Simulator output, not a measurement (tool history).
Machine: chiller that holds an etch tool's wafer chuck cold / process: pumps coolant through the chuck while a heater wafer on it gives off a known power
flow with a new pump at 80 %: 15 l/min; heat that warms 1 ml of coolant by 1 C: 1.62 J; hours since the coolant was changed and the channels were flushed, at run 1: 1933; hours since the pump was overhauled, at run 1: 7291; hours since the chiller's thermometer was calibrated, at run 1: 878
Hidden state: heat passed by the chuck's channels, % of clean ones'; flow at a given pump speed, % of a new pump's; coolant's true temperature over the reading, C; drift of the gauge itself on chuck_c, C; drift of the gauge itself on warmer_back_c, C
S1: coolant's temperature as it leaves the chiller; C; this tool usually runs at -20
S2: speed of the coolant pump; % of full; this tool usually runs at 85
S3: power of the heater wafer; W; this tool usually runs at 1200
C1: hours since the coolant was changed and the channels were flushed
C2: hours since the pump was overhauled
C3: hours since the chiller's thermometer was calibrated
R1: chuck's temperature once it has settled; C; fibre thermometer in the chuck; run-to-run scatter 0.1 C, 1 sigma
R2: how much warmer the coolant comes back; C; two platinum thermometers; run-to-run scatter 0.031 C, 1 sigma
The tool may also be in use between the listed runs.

run 1 hour=0.0 | S1=-20 S2=85 S3=1200 | C1=1933 C2=7291 C3=878 | R1=-12.0 R2=3.23
run 2 hour=74.7 | S1=-20 S2=85 S3=1123 | C1=2008 C2=7366 C3=953 | R1=-12.4 R2=2.95
run 3 hour=153.1 | S1=-20 S2=85 S3=1123 | C1=2087 C2=7445 C3=1032 | R1=-12.6 R2=3.03
run 4 hour=254.6 | S1=-20 S2=85 S3=1123 | C1=2188 C2=7546 C3=1133 | R1=-12.5 R2=3.03
run 5 hour=437.1 | S1=-20 S2=85 S3=1123 | C1=2371 C2=7729 C3=1316 | R1=-12.4 R2=3.06
run 6 hour=554.6 | S1=-20 S2=85 S3=1123 | C1=2488 C2=7846 C3=1433 | R1=-12.3 R2=3.07
run 7 hour=675.0 | S1=-22 S2=86 S3=1200 | C1=2608 C2=7967 C3=1553 | R1=-13.8 R2=3.20
run 8 hour=810.2 | S1=-22 S2=86 S3=1200 | C1=2744 C2=8102 C3=1689 | R1=-13.9 R2=3.21
run 9 hour=967.3 | S1=-30 S2=85 S3=795 | C1=2901 C2=8259 C3=1846 | R1=-24.4 R2=2.19
run 10 hour=1066.2 | S1=-29 S2=85 S3=1102 | C1=3000 C2=8358 C3=1945 | R1=-21.4 R2=3.05
run 11 hour=1238.6 | S1=-27 S2=85 S3=1150 | C1=3172 C2=8530 C3=2117 | R1=-19.0 R2=3.18

4 ways to go on from here, each from the tool as it stands after run 11. What would each give?
run A hour=1324.0 | S1=-27 S2=92 S3=1150 | C1=3257 C2=8616 C3=2202 | R1=? R2=?
run B hour=1324.0 | S1=-20 S2=85 S3=780 | C1=3257 C2=8616 C3=2202 | R1=? R2=?
run C hour=1324.0 | S1=-22 S2=85 S3=623 | C1=3257 C2=8616 C3=2202 | R1=? R2=?
run D hour=1324.0 | S1=-14 S2=61 S3=1150 | C1=3257 C2=8616 C3=2202 | R1=? R2=?

run=A R1=-19.5 R2=2.92
run=B R1=-14.5 R2=2.17
run=C R1=-17.6 R2=1.76
run=D R1=-2.8 R2=4.51
With no hidden state in the tool, these same runs would have given:
run=A R1=-21.1 R2=2.45
run=B R1=-15.7 R2=1.83
run=C R1=-18.5 R2=1.49
run=D R1=-5.1 R2=3.78
